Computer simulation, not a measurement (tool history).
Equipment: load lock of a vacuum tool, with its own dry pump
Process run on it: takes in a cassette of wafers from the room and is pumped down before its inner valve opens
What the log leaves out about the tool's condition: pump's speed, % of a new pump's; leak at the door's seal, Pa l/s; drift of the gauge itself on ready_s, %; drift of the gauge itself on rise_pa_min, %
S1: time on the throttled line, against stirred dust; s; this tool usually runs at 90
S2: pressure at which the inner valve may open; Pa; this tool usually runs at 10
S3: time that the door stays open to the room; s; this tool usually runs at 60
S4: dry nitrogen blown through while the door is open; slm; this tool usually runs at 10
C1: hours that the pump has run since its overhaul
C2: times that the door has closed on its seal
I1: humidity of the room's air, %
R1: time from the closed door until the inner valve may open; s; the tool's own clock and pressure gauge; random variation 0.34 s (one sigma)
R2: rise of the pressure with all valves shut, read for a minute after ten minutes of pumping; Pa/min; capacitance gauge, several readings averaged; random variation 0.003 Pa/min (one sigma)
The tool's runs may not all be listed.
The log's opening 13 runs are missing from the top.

run 14 hour=1441.2 | S1=90 S2=10 S3=123 S4=10 | C1=3999 C2=15207 | I1=43.1 | R1=124.4 R2=0.233
run 15 hour=1579.1 | S1=90 S2=10 S3=149 S4=10 | C1=4137 C2=15583 | I1=43.0 | R1=124.6 R2=0.244
run 16 hour=1737.7 | S1=90 S2=10 S3=60 S4=10 | C1=4295 C2=16015 | I1=42.4 | R1=125.0 R2=0.240
run 17 hour=1887.7 | S1=90 S2=10 S3=60 S4=10 | C1=4445 C2=16425 | I1=45.0 | R1=124.5 R2=0.244
run 18 hour=1969.7 | S1=90 S2=10 S3=60 S4=10 | C1=4527 C2=16648 | I1=44.7 | R1=124.5 R2=0.251
run 19 hour=2093.9 | S1=148 S2=7 S3=68 S4=15 | C1=4651 C2=16987 | I1=45.2 | R1=177.9 R2=0.253
run 20 hour=2247.4 | S1=148 S2=7 S3=85 S4=15 | C1=4805 C2=17406 | I1=46.3 | R1=177.0 R2=0.267
run 21 hour=2375.1 | S1=152 S2=7 S3=39 S4=15 | C1=4933 C2=17754 | I1=49.7 | R1=180.7 R2=0.266
run 22 hour=2462.8 | S1=90 S2=11 S3=60 S4=10 | C1=5020 C2=17993 | I1=43.9 | R1=124.5 R2=0.278
run 23 hour=2632.2 | S1=99 S2=10 S3=111 S4=10 | C1=5190 C2=18455 | I1=46.2 | R1=133.0 R2=0.308
run 24 hour=2703.2 | S1=90 S2=10 S3=37 S4=10 | C1=5261 C2=18649 | I1=46.8 | R1=124.6 R2=0.284
run 25 hour=2797.5 | S1=90 S2=20 S3=50 S4=10 | C1=5355 C2=18906 | I1=41.6 | R1=121.2 R2=0.292
run 26 hour=2879.3 | S1=103 S2=18 S3=53 S4=7 | C1=5437 C2=19129 | I1=43.0 | R1=133.4 R2=0.297
run 27 hour=3032.6 | S1=103 S2=17 S3=114 S4=7 | C1=5590 C2=19547 | I1=43.3 | R1=134.1 R2=0.325
run 28 hour=3170.3 | S1=103 S2=17 S3=114 S4=7 | C1=5728 C2=19923 | I1=46.6 | R1=134.8 R2=0.331
run 29 hour=3289.9 | S1=103 S2=17 S3=114 S4=7 | C1=5847 C2=20249 | I1=47.2 | R1=134.4 R2=0.349
run 30 hour=3431.3 | S1=55 S2=8 S3=60 S4=10 | C1=5989 C2=20635 | I1=43.3 | R1=95.7 R2=0.337
run 31 hour=3583.4 | S1=55 S2=8 S3=60 S4=10 | C1=6141 C2=21050 | I1=46.8 | R1=96.2 R2=0.352
run 32 hour=3687.6 | S1=55 S2=8 S3=60 S4=10 | C1=6245 C2=21334 | I1=43.6 | R1=96.2 R2=0.351
run 33 hour=3769.4 | S1=55 S2=8 S3=60 S4=10 | C1=6327 C2=21557 | I1=44.0 | R1=96.6 R2=0.357
run 34 hour=3919.0 | S1=145 S2=15 S3=27 S4=16 | C1=6476 C2=21965 | I1=47.4 | R1=171.5 R2=0.364
run 35 hour=4042.0 | S1=45 S2=15 S3=27 S4=16 | C1=6600 C2=22301 | I1=44.3 | R1=84.4 R2=0.369
run 36 hour=4206.4 | S1=75 S2=20 S3=225 S4=8 | C1=6764 C2=22749 | I1=44.4 | R1=109.1 R2=0.420

Forecast each of these 3 alternatives for the next run:
run A hour=4355.5 | S1=75 S2=20 S3=234 S4=22 | C1=6913 C2=23156 | I1=41.4 | R1=? R2=?
run B hour=4355.5 | S1=75 S2=8 S3=34 S4=8 | C1=6913 C2=23156 | I1=46.6 | R1=? R2=?
run C hour=4355.5 | S1=90 S2=15 S3=32 S4=10 | C1=6913 C2=23156 | I1=44.5 | R1=? R2=?

run=A R1=109.5 R2=0.419
run=B R1=114.1 R2=0.394
run=C R1=124.3 R2=0.387
Stripped of hidden state, with their random variation kept, the same runs would have yielded:
run=A R1=105.7 R2=0.048
run=B R1=109.7 R2=0.021
run=C R1=120.5 R2=0.015

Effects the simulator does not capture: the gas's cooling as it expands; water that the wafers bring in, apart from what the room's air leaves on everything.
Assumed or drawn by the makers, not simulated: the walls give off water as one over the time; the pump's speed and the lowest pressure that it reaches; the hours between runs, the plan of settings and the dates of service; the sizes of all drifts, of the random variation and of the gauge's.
